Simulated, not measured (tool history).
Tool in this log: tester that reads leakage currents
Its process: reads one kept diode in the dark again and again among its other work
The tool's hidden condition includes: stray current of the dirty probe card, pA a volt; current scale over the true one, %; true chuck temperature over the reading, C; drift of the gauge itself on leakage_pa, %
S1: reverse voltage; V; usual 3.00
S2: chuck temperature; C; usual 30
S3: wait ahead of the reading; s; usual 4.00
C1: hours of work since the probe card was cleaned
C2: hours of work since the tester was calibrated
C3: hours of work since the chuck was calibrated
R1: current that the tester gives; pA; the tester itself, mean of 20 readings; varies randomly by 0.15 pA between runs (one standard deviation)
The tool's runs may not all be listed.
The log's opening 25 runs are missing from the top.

run	hour	S1	S2	S3	C1	C2	C3	R1
26	2599.4	7.63	44	7.05	523	2659	144	231.56
27	2730.7	5.27	32	7.05	607	2744	228	84.18
28	2821.0	5.27	32	7.05	665	2802	286	85.59
29	2917.9	10.12	52	1.23	727	2864	349	475.84
30	2993.3	3.00	41	4.00	776	2912	397	115.09
31	3086.8	3.00	34	6.47	836	2972	457	73.05
32	3237.8	3.00	32	9.18	933	3069	554	65.19
33	3355.0	2.81	45	5.83	1008	3145	630	149.83
# hour 3421.2: probe card cleaned and baked
34	3432.4	3.00	30	3.13	7	3192	677	50.23
# hour 3525.0: chuck's temperature calibrated
35	3539.3	3.57	25	1.13	75	3260	9	36.45
36	3677.5	2.35	36	1.27	163	3349	98	65.71
37	3755.6	3.28	34	0.54	214	3399	148	71.09
38	3876.1	6.73	30	4.00	291	3476	226	79.93
39	3939.3	5.19	30	2.29	332	3517	266	69.90

Below are 4 alternative next runs, each starting from the tool's condition after run 39. Predict each:
A	4038.3	17.96	30	4.00	395	3580	330	?
B	4038.3	5.19	39	2.29	395	3580	330	?
C	4038.3	17.00	30	3.92	395	3580	330	?
D	4038.3	5.19	30	2.29	395	3580	330	?

run	R1
A	149.93
B	132.53
C	144.75
D	71.17
Stripped of hidden state, with their random variation kept, the same runs would have yielded:
run	R1
A	130.50
B	126.35
C	126.35
D	65.32

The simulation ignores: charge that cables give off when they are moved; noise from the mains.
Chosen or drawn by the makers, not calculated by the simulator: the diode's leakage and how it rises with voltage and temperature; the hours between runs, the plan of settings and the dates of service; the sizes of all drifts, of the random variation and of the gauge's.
